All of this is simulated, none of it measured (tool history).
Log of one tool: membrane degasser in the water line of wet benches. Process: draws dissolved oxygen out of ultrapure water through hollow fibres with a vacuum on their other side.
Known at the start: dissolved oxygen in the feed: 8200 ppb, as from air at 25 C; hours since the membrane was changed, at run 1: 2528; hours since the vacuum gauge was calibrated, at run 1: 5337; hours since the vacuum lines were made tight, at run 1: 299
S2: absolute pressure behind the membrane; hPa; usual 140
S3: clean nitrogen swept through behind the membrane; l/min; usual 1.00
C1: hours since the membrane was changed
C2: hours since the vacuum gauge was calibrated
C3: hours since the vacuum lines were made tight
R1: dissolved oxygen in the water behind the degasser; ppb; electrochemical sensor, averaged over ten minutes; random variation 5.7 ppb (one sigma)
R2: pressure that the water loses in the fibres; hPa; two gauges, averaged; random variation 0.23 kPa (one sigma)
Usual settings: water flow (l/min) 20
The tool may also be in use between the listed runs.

{"run": 1, "day": 0.0, "water flow (l/min)": 20, "S2": 140, "S3": 1.0, "C1": 2528, "C2": 5337, "C3": 299, "R1": 594.3, "R2": 619.5}
{"run": 2, "day": 2.304, "water flow (l/min)": 20, "S2": 140, "S3": 1.0, "C1": 2583, "C2": 5392, "C3": 354, "R1": 587.4, "R2": 622.0}
{"run": 3, "day": 4.229, "water flow (l/min)": 15, "S2": 140, "S3": 1.0, "C1": 2629, "C2": 5438, "C3": 401, "R1": 412.8, "R2": 461.2}
{"run": 4, "day": 5.967, "water flow (l/min)": 15, "S2": 140, "S3": 1.0, "C1": 2671, "C2": 5480, "C3": 442, "R1": 415.7, "R2": 463.8}
{"run": 5, "day": 8.729, "water flow (l/min)": 15, "S2": 140, "S3": 1.0, "C1": 2737, "C2": 5546, "C3": 509, "R1": 415.0, "R2": 465.6}
{"run": 6, "day": 11.4, "water flow (l/min)": 15, "S2": 140, "S3": 1.0, "C1": 2801, "C2": 5610, "C3": 573, "R1": 410.5, "R2": 462.7}
{"run": 7, "day": 13.688, "water flow (l/min)": 15, "S2": 140, "S3": 1.0, "C1": 2856, "C2": 5665, "C3": 628, "R1": 411.7, "R2": 463.0}
{"run": 8, "day": 16.162, "water flow (l/min)": 15, "S2": 140, "S3": 1.0, "C1": 2916, "C2": 5724, "C3": 687, "R1": 422.3, "R2": 467.9}
{"run": 9, "day": 19.2, "water flow (l/min)": 15, "S2": 140, "S3": 1.0, "C1": 2989, "C2": 5797, "C3": 760, "R1": 416.8, "R2": 464.5}
{"run": 10, "day": 20.729, "water flow (l/min)": 20, "S2": 137, "S3": 1.0, "C1": 3025, "C2": 5834, "C3": 797, "R1": 583.4, "R2": 621.2}
{"run": 11, "day": 22.288, "water flow (l/min)": 20, "S2": 137, "S3": 1.0, "C1": 3063, "C2": 5871, "C3": 834, "R1": 583.9, "R2": 623.1}
{"run": 12, "day": 25.983, "water flow (l/min)": 20, "S2": 137, "S3": 0.68, "C1": 3151, "C2": 5960, "C3": 923, "R1": 746.9, "R2": 624.2}
{"run": 13, "day": 28.529, "water flow (l/min)": 20, "S2": 137, "S3": 0.68, "C1": 3212, "C2": 6021, "C3": 984, "R1": 740.4, "R2": 619.9}
{"run": 14, "day": 31.062, "water flow (l/min)": 14, "S2": 90, "S3": 1.45, "C1": 3273, "C2": 6082, "C3": 1045, "R1": 179.9, "R2": 434.6}
{"run": 15, "day": 33.121, "water flow (l/min)": 14, "S2": 90, "S3": 1.45, "C1": 3323, "C2": 6132, "C3": 1094, "R1": 177.5, "R2": 438.2}
{"run": 16, "day": 36.488, "water flow (l/min)": 15, "S2": 90, "S3": 1.44, "C1": 3403, "C2": 6212, "C3": 1175, "R1": 200.8, "R2": 468.5}
{"run": 17, "day": 38.675, "water flow (l/min)": 29, "S2": 287, "S3": 0.75, "C1": 3456, "C2": 6265, "C3": 1227, "R1": 1919.0, "R2": 903.9}
{"run": 18, "day": 41.942, "water flow (l/min)": 18, "S2": 116, "S3": 1.59, "C1": 3534, "C2": 6343, "C3": 1306, "R1": 319.1, "R2": 563.5}

Forecast run 19:
{"run": 19, "day": 44.262, "water flow (l/min)": 20, "S2": 284, "S3": 0.45, "C1": 3590, "C2": 6399, "C3": 1361, "R1": "?", "R2": "?"}

Run 19 gave R1 1933.5 ppb, R2 625.7 hPa.
Without the tool's hidden state the same run would have given R1 1900.2 ppb, R2 600.8 hPa.
